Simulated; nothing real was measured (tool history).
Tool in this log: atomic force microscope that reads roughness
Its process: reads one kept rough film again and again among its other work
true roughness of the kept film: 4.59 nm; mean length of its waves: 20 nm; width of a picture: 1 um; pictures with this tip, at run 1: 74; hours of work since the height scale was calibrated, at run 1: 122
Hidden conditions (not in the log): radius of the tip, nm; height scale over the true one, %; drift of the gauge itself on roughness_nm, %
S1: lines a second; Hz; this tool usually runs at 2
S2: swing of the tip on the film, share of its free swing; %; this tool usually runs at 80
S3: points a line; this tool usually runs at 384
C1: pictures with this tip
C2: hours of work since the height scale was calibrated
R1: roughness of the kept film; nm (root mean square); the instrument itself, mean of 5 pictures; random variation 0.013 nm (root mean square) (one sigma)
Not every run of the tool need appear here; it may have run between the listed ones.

run   hour    S1  S2   S3   C1   C2     R1
  1      0     2  80  384   74  122  2.851
  2   14.8     2  80  384  104  132  2.758
  3   23.8  3.89  80  384  123  138  2.401
  4   31.8     2  80  384  139  143  2.668
  5   40.4  2.19  80  384  157  148  2.597
  6   53.7     2  80  384  184  157   2.57
  7   68.2     2  80  384  214  167  2.496
  8   79.6     2  80  384  238  174  2.448
  9   97.5     2  80  384  275  186  2.377
     102.9  -- new tip fitted
 10  108.1     2  80  384   11  192  3.067
 11  122.8     2  80  384   41  202  2.968
 12  130.5  2.81  80  384   57  207  2.758
 13  147.2     2  77  384   91  218  2.864
 14    163     2  77  384  124  228  2.776
 15  173.1     2  80  384  145  234  2.691
 16  181.2     2  80  384  162  240  2.637
 17  192.3     2  80  384  184  247  2.575
 18  201.8     2  80  384  204  253  2.536
 19  215.3     2  80  384  232  262  2.495
 20  229.2  0.69  80  384  261  271   2.67
     241.7  -- new tip fitted
 21  247.1  0.69  80  384   12  282  3.408
 22  260.7     2  80  384   40  291  2.947
 23  272.1     2  80  384   63  299  2.872
 24  281.8   0.6  80  384   83  305  3.161
 25  293.3  2.22  80  384  107  312  2.694
 26  301.6  0.65  72  865  124  318  3.133
 27  312.9     2  56  856  147  325  3.026
 28  330.4     2  71  856  183  336  2.745
 29  338.1     2  71  856  199  342  2.723
 30  349.7  1.87  76  384  223  349   2.54
     351.9  -- height scale calibrated on a step standard
 31  364.5  1.87  76  289  252    8  2.465
 32  377.9  0.63  84  760  280   17  2.614
     380.4  -- new tip fitted
     389.7  -- height scale calibrated on a step standard, once more
 33    391     2  83  384   20    1  2.969
 34  407.4     2  83  384   53   11  2.849
 35  416.1  0.55  55  813   71   17  3.401
 36  433.2  2.02  64  593  107   28  3.085
 37  450.6     3  80  947  142   40  2.516
 38  461.7  1.04  58  417  165   47  3.011
 39  470.4  1.04  58  417  183   52  2.957
 40    480   2.2  63  301  203   59  2.749
 41  492.1   2.2  57  699  228   67  2.794
 42  502.8   2.2  57  699  250   74  2.751
 43  512.6   2.2  57  699  270   80  2.691
     519.8  -- new tip fitted
 44  529.6   2.2  57  699   20   91  3.395
 45  543.8  0.71  59  986   50  100  3.439
 46    561     2  73  384   85  111  2.955
 47  574.6     2  73  384  113  120  2.868

Run by run, hidden condition taken away, random variation retained:
run     R1
  1  3.114
  2  3.108
  3  2.753
  4  3.106
  5   3.07
  6  3.117
  7  3.116
  8  3.112
  9  3.118
 10  3.115
 11  3.113
 12  2.944
 13  3.185
 14  3.184
 15  3.141
 16  3.131
 17   3.12
 18  3.129
 19  3.157
 20  3.469
 21  3.481
 22  3.111
 23  3.111
 24    3.5
 25  3.066
 26  3.625
 27  3.578
 28  3.357
 29   3.38
 30  3.218
 31  3.205
 32  3.482
 33   3.06
 34  3.037
 35  3.697
 36  3.474
 37  2.936
 38  3.595
 39  3.595
 40  3.402
 41  3.545
 42  3.552
 43  3.537
 44  3.521
 45  3.675
 46  3.271
 47   3.26

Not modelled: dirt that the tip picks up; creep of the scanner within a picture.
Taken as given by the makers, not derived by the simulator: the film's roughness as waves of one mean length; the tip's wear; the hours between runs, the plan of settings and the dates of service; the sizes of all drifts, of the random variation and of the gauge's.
